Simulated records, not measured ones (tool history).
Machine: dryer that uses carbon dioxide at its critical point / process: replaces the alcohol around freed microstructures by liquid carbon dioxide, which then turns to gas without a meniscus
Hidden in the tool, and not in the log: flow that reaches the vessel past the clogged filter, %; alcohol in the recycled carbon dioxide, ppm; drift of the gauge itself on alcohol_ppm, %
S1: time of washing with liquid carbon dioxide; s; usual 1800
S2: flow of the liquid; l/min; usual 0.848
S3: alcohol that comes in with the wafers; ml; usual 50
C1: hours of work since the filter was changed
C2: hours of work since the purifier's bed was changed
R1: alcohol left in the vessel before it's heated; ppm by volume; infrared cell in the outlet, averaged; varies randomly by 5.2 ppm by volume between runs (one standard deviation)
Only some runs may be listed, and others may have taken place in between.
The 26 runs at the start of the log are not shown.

run 27 day=61.471 | S1=2760 S2=0.616 S3=21 | C1=229 C2=444 | R1=109
run 28 day=63.254 | S1=1740 S2=1.141 S3=70 | C1=253 C2=468 | R1=113
run 29 day=66.329 | S1=2700 S2=0.848 S3=33 | C1=294 C2=509 | R1=99
run 30 day=68.117 | S1=2700 S2=0.848 S3=33 | C1=319 C2=534 | R1=103
run 31 day=70.158 | S1=2340 S2=0.817 S3=44 | C1=346 C2=561 | R1=131
run 32 day=71.483 | S1=2340 S2=0.817 S3=44 | C1=364 C2=579 | R1=131
run 33 day=73.004 | S1=2340 S2=0.817 S3=44 | C1=385 C2=600 | R1=139
run 34 day=76.05 | S1=2280 S2=0.817 S3=88 | C1=426 C2=641 | R1=190
-- day=78.375 inlet filter changed
run 35 day=78.396 | S1=2280 S2=0.668 S3=88 | C1=0 C2=672 | R1=276
run 36 day=80.325 | S1=1500 S2=0.625 S3=88 | C1=26 C2=698 | R1=1303
run 37 day=82.808 | S1=2460 S2=0.762 S3=28 | C1=60 C2=732 | R1=136
run 38 day=85.808 | S1=2460 S2=1.23 S3=70 | C1=101 C2=772 | R1=118
run 39 day=87.283 | S1=2460 S2=1.23 S3=70 | C1=121 C2=792 | R1=128
run 40 day=89.521 | S1=1380 S2=0.92 S3=27 | C1=151 C2=823 | R1=264
run 41 day=91.638 | S1=1380 S2=0.92 S3=27 | C1=179 C2=851 | R1=254
run 42 day=93.779 | S1=1200 S2=0.848 S3=50 | C1=208 C2=880 | R1=687
run 43 day=95.246 | S1=1800 S2=0.979 S3=104 | C1=228 C2=900 | R1=254
run 44 day=97.508 | S1=1800 S2=0.979 S3=104 | C1=259 C2=931 | R1=264
run 45 day=99.625 | S1=1440 S2=0.848 S3=34 | C1=287 C2=959 | R1=341
run 46 day=101.267 | S1=1440 S2=0.848 S3=34 | C1=310 C2=981 | R1=354
run 47 day=102.996 | S1=1800 S2=1.101 S3=50 | C1=333 C2=1005 | R1=194

3 ways to go on from here, each from the tool as it stands after run 47. What would each give?
run A day=105.642 | S1=2460 S2=1.101 S3=21 | C1=369 C2=1041 | R1=?
run B day=105.642 | S1=2880 S2=0.848 S3=50 | C1=369 C2=1041 | R1=?
run C day=105.642 | S1=2640 S2=1.416 S3=30 | C1=369 C2=1041 | R1=?

run=A R1=152
run=B R1=174
run=C R1=161
Without the tool's unlogged condition, the same runs would have read:
run=A R1=0
run=B R1=11
run=C R1=2

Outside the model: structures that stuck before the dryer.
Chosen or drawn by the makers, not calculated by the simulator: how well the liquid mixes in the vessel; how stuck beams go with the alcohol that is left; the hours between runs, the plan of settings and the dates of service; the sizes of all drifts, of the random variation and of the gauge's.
